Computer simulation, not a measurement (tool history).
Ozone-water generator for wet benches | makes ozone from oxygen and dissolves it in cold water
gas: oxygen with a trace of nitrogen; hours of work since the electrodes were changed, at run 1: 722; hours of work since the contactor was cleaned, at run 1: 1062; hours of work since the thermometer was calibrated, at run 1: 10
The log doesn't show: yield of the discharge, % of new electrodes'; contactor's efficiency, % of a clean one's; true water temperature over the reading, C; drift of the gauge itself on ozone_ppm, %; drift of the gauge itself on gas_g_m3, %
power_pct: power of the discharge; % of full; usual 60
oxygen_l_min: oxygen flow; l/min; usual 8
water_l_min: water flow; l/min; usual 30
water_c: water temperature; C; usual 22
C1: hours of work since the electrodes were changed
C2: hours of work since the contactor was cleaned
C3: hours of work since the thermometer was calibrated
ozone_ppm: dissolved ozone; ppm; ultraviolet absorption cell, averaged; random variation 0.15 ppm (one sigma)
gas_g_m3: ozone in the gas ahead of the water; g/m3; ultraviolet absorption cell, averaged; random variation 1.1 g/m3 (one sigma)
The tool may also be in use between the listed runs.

run 1 hour=0 | power_pct=60 oxygen_l_min=8 water_l_min=30 water_c=22 | C1=722 C2=1062 C3=10 | ozone_ppm=17.8 gas_g_m3=178.5
run 2 hour=30.6 | power_pct=60 oxygen_l_min=8 water_l_min=30 water_c=22 | C1=742 C2=1082 C3=29 | ozone_ppm=17.9 gas_g_m3=179.1
run 3 hour=98.6 | power_pct=60 oxygen_l_min=8 water_l_min=30 water_c=22 | C1=785 C2=1125 C3=73 | ozone_ppm=17.9 gas_g_m3=179.4
run 4 hour=154.7 | power_pct=60 oxygen_l_min=8 water_l_min=30 water_c=22 | C1=821 C2=1161 C3=109 | ozone_ppm=18.1 gas_g_m3=176.3
run 5 hour=224.7 | power_pct=60 oxygen_l_min=8 water_l_min=18 water_c=22 | C1=866 C2=1206 C3=153 | ozone_ppm=24.8 gas_g_m3=176.2
run 6 hour=279.1 | power_pct=60 oxygen_l_min=8 water_l_min=18 water_c=22 | C1=901 C2=1240 C3=188 | ozone_ppm=24.8 gas_g_m3=176.4
run 7 hour=313.2 | power_pct=60 oxygen_l_min=8 water_l_min=18 water_c=22 | C1=923 C2=1262 C3=210 | ozone_ppm=24.4 gas_g_m3=178.1
run 8 hour=382.1 | power_pct=60 oxygen_l_min=6.67 water_l_min=18 water_c=23 | C1=967 C2=1306 C3=254 | ozone_ppm=23.7 gas_g_m3=187.9
run 9 hour=442.7 | power_pct=60 oxygen_l_min=6.67 water_l_min=18 water_c=23 | C1=1005 C2=1345 C3=293 | ozone_ppm=23.6 gas_g_m3=187.2
run 10 hour=482.8 | power_pct=60 oxygen_l_min=6.67 water_l_min=30 water_c=26 | C1=1031 C2=1371 C3=318 | ozone_ppm=16.1 gas_g_m3=189.5
run 11 hour=533.3 | power_pct=60 oxygen_l_min=4.98 water_l_min=30 water_c=26 | C1=1063 C2=1403 C3=351 | ozone_ppm=14.9 gas_g_m3=206.4

Hidden state or all else? Some run-to-run changes of ozone_ppm, split into what the settings, what came in and random variation would give without the hidden state, and what is left for the hidden state (with any gauge scatter that isn't in both results):
Run 4 -> 5: water_l_min 30 -> 18. ozone_ppm +6.7 ppm: hidden state -0.4, all else +7.1.
Run 9 -> 10: water_l_min 18 -> 30, water_c 23 -> 26. ozone_ppm -7.5 ppm: hidden state +0.4, all else -7.9.
